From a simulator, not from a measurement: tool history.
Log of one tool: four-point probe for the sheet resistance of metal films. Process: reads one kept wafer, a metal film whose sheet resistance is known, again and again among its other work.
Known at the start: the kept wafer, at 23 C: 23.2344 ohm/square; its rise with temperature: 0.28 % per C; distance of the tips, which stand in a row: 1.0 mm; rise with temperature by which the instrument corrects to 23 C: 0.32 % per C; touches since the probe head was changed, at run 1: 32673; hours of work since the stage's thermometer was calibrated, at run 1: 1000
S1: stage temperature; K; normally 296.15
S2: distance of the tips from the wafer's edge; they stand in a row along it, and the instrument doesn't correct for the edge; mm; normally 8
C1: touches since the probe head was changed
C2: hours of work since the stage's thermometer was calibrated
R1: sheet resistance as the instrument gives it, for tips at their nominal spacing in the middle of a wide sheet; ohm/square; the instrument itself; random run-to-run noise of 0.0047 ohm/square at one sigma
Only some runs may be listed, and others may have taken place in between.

| run | hour | S1 | S2 | C1 | C2 | R1 |
|---|---|---|---|---|---|---|
| 1 | 0.0 | 296.15 | 8 | 32673 | 1000 | 23.513507 |
| 2 | 29.2 | 296.15 | 8 | 34096 | 1017 | 23.514856 |
| 3 | 80.0 | 296.15 | 8 | 36570 | 1046 | 23.525916 |
| 4 | 106.0 | 296.15 | 8 | 37834 | 1060 | 23.527423 |
| 5 | 145.7 | 296.15 | 8 | 39768 | 1083 | 23.530246 |
| 6 | 190.6 | 296.15 | 8 | 41953 | 1109 | 23.538197 |
| 7 | 220.9 | 296.15 | 8 | 43430 | 1126 | 23.546886 |
| 8 | 262.5 | 296.15 | 8 | 45454 | 1150 | 23.545610 |
| 9 | 299.8 | 303.15 | 52 | 47274 | 1171 | 23.305107 |
| 10 | 345.1 | 293.15 | 20 | 49478 | 1197 | 23.424715 |
| 11 | 388.3 | 293.15 | 20 | 51583 | 1221 | 23.439144 |
| 12 | 409.8 | 296.15 | 8 | 52631 | 1234 | 23.577390 |
| 13 | 447.8 | 300.15 | 43 | 54480 | 1255 | 23.359125 |
| 14 | 489.6 | 300.15 | 43 | 56516 | 1279 | 23.352216 |

What if the next run were any one of these 4? Each begins from the tool's condition after run 14:
| A | 525.6 | 300.15 | 34 | 58267 | 1300 | ? |
| B | 525.6 | 296.15 | 8 | 58267 | 1300 | ? |
| C | 525.6 | 299.15 | 23 | 58267 | 1300 | ? |
| D | 525.6 | 300.15 | 38 | 58267 | 1300 | ? |

| run | R1 |
|---|---|
| A | 23.370221 |
| B | 23.578806 |
| C | 23.392614 |
| D | 23.366369 |
Had the tool no hidden state, the same runs would have come out as:
| run | R1 |
|---|---|
| A | 23.211295 |
| B | 23.418768 |
| C | 23.233592 |
| D | 23.207468 |
